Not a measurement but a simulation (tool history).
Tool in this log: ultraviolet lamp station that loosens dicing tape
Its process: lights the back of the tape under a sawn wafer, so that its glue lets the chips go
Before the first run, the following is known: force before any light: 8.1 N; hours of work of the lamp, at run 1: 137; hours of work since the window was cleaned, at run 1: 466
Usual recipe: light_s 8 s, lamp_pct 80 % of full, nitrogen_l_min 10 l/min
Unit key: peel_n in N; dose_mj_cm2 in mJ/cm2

| run | hour | light_s | lamp_pct | nitrogen_l_min | hours of work of the lamp | hours of work since the window was cleaned | peel_n | dose_mj_cm2 |
|---|---|---|---|---|---|---|---|---|
| 1 | 0 | 8 | 80 | 10 | 137 | 466 | 0.872 | 401 |
| 2 | 9.5 | 8 | 80 | 10 | 141 | 470 | 0.889 | 399 |
| 3 | 21.1 | 8 | 80 | 10 | 146 | 475 | 0.89 | 392 |
| 4 | 32.9 | 8 | 80 | 10 | 151 | 480 | 0.91 | 399 |
| 5 | 43.1 | 8 | 80 | 10 | 155 | 485 | 0.942 | 398 |
| 6 | 54.6 | 8 | 80 | 4 | 160 | 490 | 1.327 | 391 |
| 7 | 65.8 | 8 | 80 | 4 | 165 | 494 | 1.396 | 396 |
| 8 | 82.7 | 16 | 90 | 7 | 172 | 502 | 0.272 | 878 |
| 9 | 92.5 | 11 | 95 | 10 | 176 | 506 | 0.373 | 641 |
| 10 | 108.4 | 8 | 76 | 4 | 183 | 513 | 1.474 | 369 |
| 11 | 126.2 | 8 | 76 | 4 | 191 | 520 | 1.531 | 368 |

Each run again, without the hidden state but with its own random variation kept:
The hidden state here: lamp's light, % of a new lamp's; light that the window lets through, % of a clean one's; drift of the gauge itself on peel_n, %; drift of the gauge itself on dose_mj_cm2, %.
| run | peel_n | dose_mj_cm2 |
|---|---|---|
| 1 | 0.59 | 493 |
| 2 | 0.598 | 492 |
| 3 | 0.595 | 486 |
| 4 | 0.601 | 494 |
| 5 | 0.623 | 494 |
| 6 | 0.902 | 488 |
| 7 | 0.944 | 495 |
| 8 | 0.234 | 1102 |
| 9 | 0.272 | 807 |
| 10 | 0.993 | 466 |
| 11 | 1.026 | 467 |
